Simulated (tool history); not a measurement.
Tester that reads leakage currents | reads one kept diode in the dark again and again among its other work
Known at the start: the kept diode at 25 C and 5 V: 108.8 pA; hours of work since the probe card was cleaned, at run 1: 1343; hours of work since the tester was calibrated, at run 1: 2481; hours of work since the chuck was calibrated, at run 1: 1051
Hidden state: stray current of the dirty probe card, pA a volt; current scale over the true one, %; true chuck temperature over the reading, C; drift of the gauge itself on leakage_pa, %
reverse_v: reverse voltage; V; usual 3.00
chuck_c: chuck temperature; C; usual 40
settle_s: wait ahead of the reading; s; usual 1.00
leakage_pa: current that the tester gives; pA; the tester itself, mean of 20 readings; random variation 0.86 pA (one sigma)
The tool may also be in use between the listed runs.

run     day  reverse_v  chuck_c  settle_s  hours of work since the probe card was cleaned  hours of work since the tester was calibrated  hours of work since the chuck was calibrated  leakage_pa
  1   0.000       3.00       40      1.00                                            1343                                           2481                                          1051      277.88
  2   1.300       1.87       40      1.00                                            1360                                           2498                                          1068      212.38
  3   3.350       3.00       40      2.44                                            1387                                           2525                                          1095      276.92
  4   4.688       3.00       20      1.00                                            1405                                           2543                                          1112       52.37
  5   6.875       3.00       40      1.00                                            1434                                           2572                                          1141      276.89
  6   9.088       3.00       40      1.00                                            1463                                           2601                                          1170      276.47
  7  11.117       3.00       40      1.00                                            1489                                           2628                                          1197      276.91
  8  13.267       3.00       40      1.00                                            1518                                           2656                                          1225      274.46
  9  14.646       3.00       40      1.00                                            1536                                           2674                                          1244      274.78
 10  16.500       3.00       40      1.00                                            1560                                           2699                                          1268      273.63
 11  18.188       3.00       40      1.00                                            1583                                           2721                                          1290      274.78
 12  19.742       3.00       40      1.00                                            1603                                           2742                                          1311      274.59
 13  21.575       3.00       40      1.00                                            1627                                           2766                                          1335      273.61
 14  23.517       3.00       40      1.00                                            1653                                           2791                                          1361      272.98
 15  25.450       3.00       40      1.00                                            1678                                           2817                                          1386      274.47
     27.383  -- tester calibrated
 16  27.383       3.00       40      1.00                                            1703                                              0                                          1410      267.81
 17  29.679       3.00       40      1.00                                            1733                                             30                                          1441      267.07
 18  31.833       3.00       40      1.00                                            1761                                             59                                          1469      267.67
 19  34.054       3.00       40      1.00                                            1791                                             88                                          1498      267.10
 20  35.538       3.00       40      1.00                                            1810                                            107                                          1518      267.17
 21  37.925       3.00       40      1.00                                            1842                                            139                                          1549      267.01
 22  39.375       6.32       34      1.06                                            1861                                            158                                          1569      251.62
 23  40.758       6.32       34      1.06                                            1879                                            176                                          1587      250.46
 24  41.988       7.33       57      2.70                                            1895                                            192                                          1603     1571.40
 25  43.600       7.33       57      2.70                                            1917                                            214                                          1624     1568.14
 26  45.629       7.33       57      2.70                                            1943                                            241                                          1651     1570.28
 27  48.108       6.14       48      0.32                                            1976                                            273                                          1684      739.98
 28  50.071       3.00       40      4.91                                            2002                                            299                                          1710      263.24
 29  51.271       4.28       31      2.01                                            2018                                            315                                          1725      156.20
 30  52.350       3.00       32      3.61                                            2032                                            329                                          1740      138.72
 31  54.417      13.25       32      3.61                                            2059                                            356                                          1767      323.40
 32  56.683      12.71       32      4.47                                            2089                                            386                                          1797      313.27
 33  58.554       3.00       32      1.00                                            2114                                            411                                          1821      138.16
 34  60.292       5.06       32      1.80                                            2137                                            434                                          1844      185.35
 35  62.662       1.81       40      1.00                                            2168                                            465                                          1876      198.36
 36  64.012      10.62       21      1.00                                            2186                                            483                                          1893      114.41
 37  65.108      10.62       21      1.00                                            2200                                            497                                          1908      115.19
 38  67.192       3.00       38      1.00                                            2228                                            525                                          1935      222.74
 39  69.142       7.26       50      4.38                                            2253                                            550                                          1961      927.46
 40  71.179       4.96       27      1.00                                            2280                                            577                                          1988      120.38

4 ways to go on from here, each from the tool as it stands after run 40. What would each give?
  A  73.767       4.96       31      1.00                                            2314                                            611                                          2022           ?
  B  73.767       2.47       32      2.46                                            2314                                            611                                          2022           ?
  C  73.767       4.96       27      2.91                                            2314                                            611                                          2022           ?
  D  73.767       4.96       27      1.20                                            2314                                            611                                          2022           ?

run  leakage_pa
  A      167.91
  B      122.77
  C      119.75
  D      120.74
Without the tool's hidden state the same runs would have given:
run  leakage_pa
  A      181.99
  B      133.97
  C      129.08
  D      130.09
